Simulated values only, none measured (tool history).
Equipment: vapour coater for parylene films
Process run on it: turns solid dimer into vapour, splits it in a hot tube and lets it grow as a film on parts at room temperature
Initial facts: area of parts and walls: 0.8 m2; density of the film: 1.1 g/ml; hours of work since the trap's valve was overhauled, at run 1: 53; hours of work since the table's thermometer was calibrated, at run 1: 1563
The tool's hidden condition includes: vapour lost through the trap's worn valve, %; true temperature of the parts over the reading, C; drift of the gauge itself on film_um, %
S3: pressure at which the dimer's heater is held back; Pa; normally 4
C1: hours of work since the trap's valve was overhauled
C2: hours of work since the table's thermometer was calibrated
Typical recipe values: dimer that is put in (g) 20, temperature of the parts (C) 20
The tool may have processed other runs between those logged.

{"run": 1, "hour": 0.0, "dimer that is put in (g)": 20, "temperature of the parts (C)": 20, "S3": 4, "C1": 53, "C2": 1563, "thickness of the film (µm)": 13.96}
{"run": 2, "hour": 63.5, "dimer that is put in (g)": 20, "temperature of the parts (C)": 20, "S3": 4, "C1": 99, "C2": 1609, "thickness of the film (µm)": 14.1}
{"run": 3, "hour": 101.4, "dimer that is put in (g)": 15, "temperature of the parts (C)": 20, "S3": 4, "C1": 126, "C2": 1636, "thickness of the film (µm)": 10.45}
{"run": 4, "hour": 158.8, "dimer that is put in (g)": 15, "temperature of the parts (C)": 20, "S3": 4, "C1": 167, "C2": 1677, "thickness of the film (µm)": 10.42}
{"hour": 203.0, "done": "table's thermometer calibrated"}
{"run": 5, "hour": 209.7, "dimer that is put in (g)": 20, "temperature of the parts (C)": 20, "S3": 4, "C1": 203, "C2": 5, "thickness of the film (µm)": 13.91}
{"run": 6, "hour": 256.4, "dimer that is put in (g)": 20, "temperature of the parts (C)": 20, "S3": 4, "C1": 237, "C2": 38, "thickness of the film (µm)": 13.88}
{"run": 7, "hour": 284.5, "dimer that is put in (g)": 20, "temperature of the parts (C)": 20, "S3": 4, "C1": 257, "C2": 59, "thickness of the film (µm)": 13.99}
{"hour": 297.7, "done": "trap's valve overhauled"}
{"run": 8, "hour": 340.7, "dimer that is put in (g)": 20, "temperature of the parts (C)": 20, "S3": 4, "C1": 31, "C2": 96, "thickness of the film (µm)": 13.96}
{"run": 9, "hour": 389.6, "dimer that is put in (g)": 20, "temperature of the parts (C)": 20, "S3": 4, "C1": 66, "C2": 131, "thickness of the film (µm)": 13.94}
{"run": 10, "hour": 446.2, "dimer that is put in (g)": 20, "temperature of the parts (C)": 20, "S3": 4, "C1": 107, "C2": 172, "thickness of the film (µm)": 13.87}
{"run": 11, "hour": 488.9, "dimer that is put in (g)": 20, "temperature of the parts (C)": 20, "S3": 4, "C1": 137, "C2": 202, "thickness of the film (µm)": 13.84}
{"run": 12, "hour": 531.7, "dimer that is put in (g)": 24, "temperature of the parts (C)": 20, "S3": 4, "C1": 168, "C2": 233, "thickness of the film (µm)": 16.62}
{"run": 13, "hour": 560.7, "dimer that is put in (g)": 20, "temperature of the parts (C)": 20, "S3": 3.18, "C1": 189, "C2": 254, "thickness of the film (µm)": 13.94}
{"run": 14, "hour": 591.9, "dimer that is put in (g)": 20, "temperature of the parts (C)": 20, "S3": 3.18, "C1": 211, "C2": 277, "thickness of the film (µm)": 13.95}
{"run": 15, "hour": 631.6, "dimer that is put in (g)": 15, "temperature of the parts (C)": 20, "S3": 2.57, "C1": 240, "C2": 305, "thickness of the film (µm)": 10.61}
{"hour": 665.9, "done": "trap's valve overhauled"}
{"run": 16, "hour": 677.9, "dimer that is put in (g)": 20, "temperature of the parts (C)": 18, "S3": 4, "C1": 9, "C2": 335, "thickness of the film (µm)": 14.27}
{"run": 17, "hour": 705.4, "dimer that is put in (g)": 20, "temperature of the parts (C)": 18, "S3": 4, "C1": 28, "C2": 355, "thickness of the film (µm)": 14.22}
{"run": 18, "hour": 757.3, "dimer that is put in (g)": 20, "temperature of the parts (C)": 18, "S3": 4, "C1": 66, "C2": 392, "thickness of the film (µm)": 14.31}
{"run": 19, "hour": 789.7, "dimer that is put in (g)": 20, "temperature of the parts (C)": 29, "S3": 4.56, "C1": 89, "C2": 416, "thickness of the film (µm)": 11.76}
{"run": 20, "hour": 840.5, "dimer that is put in (g)": 20, "temperature of the parts (C)": 19, "S3": 6.66, "C1": 125, "C2": 452, "thickness of the film (µm)": 13.56}
{"run": 21, "hour": 884.5, "dimer that is put in (g)": 14, "temperature of the parts (C)": 13, "S3": 8.87, "C1": 157, "C2": 484, "thickness of the film (µm)": 10.38}
{"run": 22, "hour": 919.0, "dimer that is put in (g)": 14, "temperature of the parts (C)": 13, "S3": 5.28, "C1": 182, "C2": 509, "thickness of the film (µm)": 10.6}
{"run": 23, "hour": 971.1, "dimer that is put in (g)": 23, "temperature of the parts (C)": 13, "S3": 2.89, "C1": 219, "C2": 546, "thickness of the film (µm)": 17.97}
{"hour": 1035.9, "done": "trap's valve overhauled"}
{"run": 24, "hour": 1039.1, "dimer that is put in (g)": 11, "temperature of the parts (C)": 31, "S3": 4.95, "C1": 2, "C2": 592, "thickness of the film (µm)": 6.21}
{"run": 25, "hour": 1070.7, "dimer that is put in (g)": 13, "temperature of the parts (C)": 14, "S3": 4, "C1": 25, "C2": 615, "thickness of the film (µm)": 9.83}

Hidden state or all else? Some run-to-run changes of thickness of the film (µm), split into what the settings, what came in and random variation would give without the hidden state, and what is left for the hidden state (with any gauge scatter that isn't in both results):
Run 22 -> 23: dimer that is put in (g) 14 -> 23, S3 5.28 -> 2.89. thickness of the film (µm) +7.37: hidden state -0.19, all else +7.56.
Run 23 -> 24: dimer that is put in (g) 23 -> 11, temperature of the parts (C) 13 -> 31, S3 2.89 -> 4.95, trap's valve overhauled. thickness of the film (µm) -11.76: hidden state +0.28, all else -12.04.

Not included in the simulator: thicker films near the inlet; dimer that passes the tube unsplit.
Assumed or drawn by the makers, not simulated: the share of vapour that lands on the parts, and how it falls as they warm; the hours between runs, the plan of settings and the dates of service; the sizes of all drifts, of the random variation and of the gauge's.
